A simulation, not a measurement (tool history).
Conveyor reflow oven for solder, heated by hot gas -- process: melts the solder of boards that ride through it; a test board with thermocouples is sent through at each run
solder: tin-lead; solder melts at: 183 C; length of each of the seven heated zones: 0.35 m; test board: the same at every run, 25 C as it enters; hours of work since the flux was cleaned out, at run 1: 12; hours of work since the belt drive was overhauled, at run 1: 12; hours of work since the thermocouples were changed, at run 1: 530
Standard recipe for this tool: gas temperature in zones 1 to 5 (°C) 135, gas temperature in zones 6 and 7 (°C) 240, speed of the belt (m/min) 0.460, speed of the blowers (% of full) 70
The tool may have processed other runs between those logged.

| run | hour | gas temperature in zones 1 to 5 (°C) | gas temperature in zones 6 and 7 (°C) | speed of the belt (m/min) | speed of the blowers (% of full) | hours of work since the flux was cleaned out | hours of work since the belt drive was overhauled | hours of work since the thermocouples were changed | highest temperature of the board (°C) | time above the solder's melting point (s) |
|---|---|---|---|---|---|---|---|---|---|---|
| 1 | 0.0 | 135 | 240 | 0.460 | 70 | 12 | 12 | 530 | 221.7 | 71.1 |
|  | 52.8 | thermocouples of zones 6 and 7 changed |
| 2 | 53.6 | 135 | 240 | 0.460 | 70 | 42 | 42 | 0 | 222.9 | 71.9 |
| 3 | 89.3 | 135 | 240 | 0.460 | 70 | 63 | 63 | 21 | 222.5 | 72.0 |
| 4 | 117.2 | 135 | 240 | 0.460 | 70 | 80 | 80 | 38 | 222.8 | 71.8 |
| 5 | 146.3 | 135 | 240 | 0.460 | 70 | 97 | 97 | 55 | 222.2 | 71.6 |
| 6 | 182.8 | 135 | 240 | 0.460 | 70 | 118 | 118 | 76 | 222.1 | 71.4 |
| 7 | 226.7 | 135 | 240 | 0.460 | 70 | 144 | 144 | 102 | 222.0 | 71.1 |
|  | 254.2 | flux residue cleaned out of gas plates and filters |
| 8 | 283.2 | 133 | 240 | 0.460 | 70 | 17 | 174 | 132 | 222.2 | 70.8 |
| 9 | 315.5 | 133 | 240 | 0.460 | 70 | 36 | 193 | 151 | 222.0 | 70.6 |
| 10 | 373.5 | 133 | 240 | 0.460 | 70 | 70 | 227 | 185 | 221.6 | 70.4 |
| 11 | 409.0 | 133 | 240 | 0.460 | 70 | 91 | 248 | 206 | 221.4 | 70.0 |
| 12 | 441.6 | 143 | 240 | 0.460 | 70 | 110 | 267 | 225 | 223.1 | 75.5 |
| 13 | 474.3 | 135 | 240 | 0.460 | 70 | 129 | 286 | 244 | 221.4 | 71.0 |
| 14 | 501.6 | 135 | 240 | 0.460 | 62 | 145 | 302 | 260 | 219.7 | 69.1 |
|  | 524.5 | flux residue cleaned out of gas plates and filters |
| 15 | 561.8 | 135 | 240 | 0.460 | 62 | 22 | 334 | 292 | 220.4 | 70.1 |
| 16 | 598.9 | 132 | 255 | 0.505 | 51 | 44 | 356 | 314 | 225.5 | 65.9 |
| 17 | 633.7 | 132 | 255 | 0.401 | 51 | 64 | 376 | 334 | 235.0 | 91.8 |
| 18 | 663.1 | 132 | 234 | 0.440 | 54 | 81 | 394 | 352 | 214.2 | 65.4 |

What will run 19 give?
| 19 | 702.1 | 123 | 240 | 0.389 | 70 | 104 | 416 | 374 | ? | ? |

For run 19 the tool returned highest temperature of the board (°C) 225.2, time above the solder's melting point (s) 83.6.
Had the tool carried no hidden state, the very same run would have given highest temperature of the board (°C) 226.7, time above the solder's melting point (s) 84.7.
